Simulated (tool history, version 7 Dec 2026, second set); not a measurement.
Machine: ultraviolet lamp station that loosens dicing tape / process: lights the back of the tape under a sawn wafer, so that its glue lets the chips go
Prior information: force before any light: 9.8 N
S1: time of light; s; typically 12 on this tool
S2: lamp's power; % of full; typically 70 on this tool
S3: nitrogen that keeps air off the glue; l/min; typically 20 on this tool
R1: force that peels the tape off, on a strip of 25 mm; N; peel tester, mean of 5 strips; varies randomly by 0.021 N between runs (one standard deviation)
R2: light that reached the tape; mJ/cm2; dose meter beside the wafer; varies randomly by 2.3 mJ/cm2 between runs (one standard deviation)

| run | hour | S1 | S2 | S3 | R1 | R2 |
|---|---|---|---|---|---|---|
| 1 | 0 | 12 | 70 | 20 | 1.738 | 188 |
|  | 16.2 | window cleaned of glue's vapour |
| 2 | 38.5 | 12 | 70 | 20 | 1.334 | 209 |
| 3 | 78.6 | 12 | 70 | 27 | 1.206 | 204 |
| 4 | 127.3 | 12 | 70 | 27 | 1.235 | 197 |
| 5 | 184.5 | 12 | 70 | 27 | 1.349 | 187 |
| 6 | 263.2 | 12 | 70 | 20 | 1.692 | 180 |
| 7 | 305.4 | 12 | 70 | 20 | 1.835 | 172 |
|  | 351.4 | window cleaned of glue's vapour |
| 8 | 354.5 | 12 | 70 | 8 | 2.404 | 199 |
| 9 | 402.5 | 12 | 70 | 8 | 2.471 | 194 |
| 10 | 482.1 | 12 | 70 | 8 | 2.675 | 183 |
| 11 | 529.4 | 12 | 70 | 20 | 1.705 | 179 |
| 12 | 579.8 | 12 | 70 | 20 | 1.923 | 170 |
| 13 | 627.8 | 12 | 70 | 20 | 1.932 | 163 |
| 14 | 675.8 | 12 | 70 | 20 | 2.12 | 158 |
|  | 688.2 | window cleaned of glue's vapour |
| 15 | 726.6 | 12 | 70 | 20 | 1.69 | 181 |
| 16 | 797.6 | 12 | 70 | 20 | 1.807 | 175 |
| 17 | 837.9 | 12 | 70 | 20 | 1.984 | 165 |
| 18 | 912.5 | 12 | 70 | 20 | 2.105 | 162 |
| 19 | 950.6 | 12 | 70 | 13 | 2.622 | 154 |
| 20 | 989.7 | 12 | 70 | 13 | 2.716 | 154 |
|  | 1025.6 | window cleaned of glue's vapour |
| 21 | 1052.4 | 7 | 65 | 40 | 3.391 | 90 |
| 22 | 1128.5 | 6 | 73 | 16 | 4.493 | 83 |
| 23 | 1178.6 | 8 | 99 | 33 | 1.949 | 146 |
| 24 | 1233.6 | 8 | 99 | 12 | 2.994 | 144 |
| 25 | 1296.3 | 8 | 99 | 12 | 3.279 | 137 |
|  | 1359.3 | window cleaned of glue's vapour |
| 26 | 1365.9 | 8 | 99 | 12 | 2.864 | 150 |
| 27 | 1407.7 | 12 | 95 | 6 | 2.523 | 208 |
| 28 | 1478.5 | 21 | 95 | 13 | 0.609 | 349 |
| 29 | 1559.3 | 21 | 95 | 13 | 0.706 | 331 |
| 30 | 1624.8 | 21 | 96 | 13 | 0.768 | 317 |
|  | 1657.9 | lamp changed |
| 31 | 1681 | 6 | 66 | 20 | 3.832 | 93 |
|  | 1697.4 | window cleaned of glue's vapour |
| 32 | 1750.5 | 6 | 66 | 20 | 3.455 | 108 |
| 33 | 1787.4 | 6 | 66 | 20 | 3.493 | 105 |
| 34 | 1860 | 17 | 66 | 20 | 0.665 | 286 |
| 35 | 1939 | 17 | 66 | 20 | 0.786 | 276 |
| 36 | 1972.2 | 8 | 66 | 27 | 2.552 | 127 |
| 37 | 2021.8 | 8 | 66 | 27 | 2.704 | 117 |
|  | 2036.4 | window cleaned of glue's vapour |
| 38 | 2082 | 8 | 66 | 22 | 2.505 | 137 |
| 39 | 2130 | 8 | 66 | 22 | 2.554 | 134 |
| 40 | 2182 | 8 | 82 | 9 | 2.866 | 159 |

Results per run with the tool's hidden condition removed, run-to-run variation unchanged:
Hidden conditions of the tool in this case: lamp's light, % of a new lamp's; light that the window lets through, % of a clean one's; drift of the gauge itself on peel_n, %; drift of the gauge itself on dose_mj_cm2, %.
| run | R1 | R2 |
|---|---|---|
| 1 | 1.033 | 248 |
| 2 | 0.993 | 243 |
| 3 | 0.84 | 243 |
| 4 | 0.807 | 242 |
| 5 | 0.827 | 239 |
| 6 | 0.975 | 242 |
| 7 | 1.007 | 238 |
| 8 | 1.771 | 244 |
| 9 | 1.751 | 244 |
| 10 | 1.773 | 242 |
| 11 | 0.954 | 244 |
| 12 | 1.015 | 241 |
| 13 | 0.967 | 240 |
| 14 | 1.017 | 241 |
| 15 | 0.987 | 242 |
| 16 | 0.98 | 244 |
| 17 | 1.03 | 238 |
| 18 | 1.015 | 243 |
| 19 | 1.317 | 240 |
| 20 | 1.317 | 244 |
| 21 | 2.159 | 129 |
| 22 | 3.067 | 126 |
| 23 | 0.864 | 228 |
| 24 | 1.508 | 230 |
| 25 | 1.565 | 230 |
| 26 | 1.527 | 229 |
| 27 | 1.206 | 329 |
| 28 | 0.219 | 578 |
| 29 | 0.215 | 579 |
| 30 | 0.21 | 583 |
| 31 | 3.231 | 110 |
| 32 | 3.271 | 114 |
| 33 | 3.24 | 113 |
| 34 | 0.508 | 321 |
| 35 | 0.541 | 325 |
| 36 | 1.963 | 153 |
| 37 | 1.992 | 147 |
| 38 | 2.155 | 152 |
| 39 | 2.12 | 153 |
| 40 | 2.306 | 188 |
